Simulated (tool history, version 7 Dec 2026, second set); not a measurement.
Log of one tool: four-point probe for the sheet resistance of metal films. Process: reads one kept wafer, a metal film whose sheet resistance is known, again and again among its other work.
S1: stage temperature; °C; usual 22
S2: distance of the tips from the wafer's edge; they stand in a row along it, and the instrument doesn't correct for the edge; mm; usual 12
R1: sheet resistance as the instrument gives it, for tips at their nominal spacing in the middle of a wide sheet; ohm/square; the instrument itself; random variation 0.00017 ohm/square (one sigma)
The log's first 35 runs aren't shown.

| run | day | S1 | S2 | R1 |
|---|---|---|---|---|
| 36 | 77.642 | 30 | 46 | 0.875530 |
| 37 | 80.346 | 30 | 46 | 0.875652 |
|  | 82.275 | new probe head fitted |
| 38 | 82.275 | 30 | 46 | 0.870209 |
| 39 | 84.654 | 23 | 38 | 0.870596 |
| 40 | 85.988 | 19 | 22 | 0.871205 |
| 41 | 87.933 | 33 | 13 | 0.872053 |
| 42 | 89.138 | 30 | 15 | 0.872027 |
| 43 | 90.558 | 28 | 6 | 0.874983 |
| 44 | 92.662 | 25 | 4 | 0.880122 |

Forecast each of these 4 alternatives for the next run:
| A | 94.879 | 31 | 22 | ? |
| B | 94.879 | 32 | 12 | ? |
| C | 94.879 | 27 | 12 | ? |
| D | 94.879 | 22 | 4 | ? |

| run | R1 |
|---|---|
| A | 0.873597 |
| B | 0.873818 |
| C | 0.873777 |
| D | 0.880198 |
Without the tool's hidden state the same runs would have given:
| run | R1 |
|---|---|
| A | 0.868269 |
| B | 0.868487 |
| C | 0.868451 |
| D | 0.874842 |
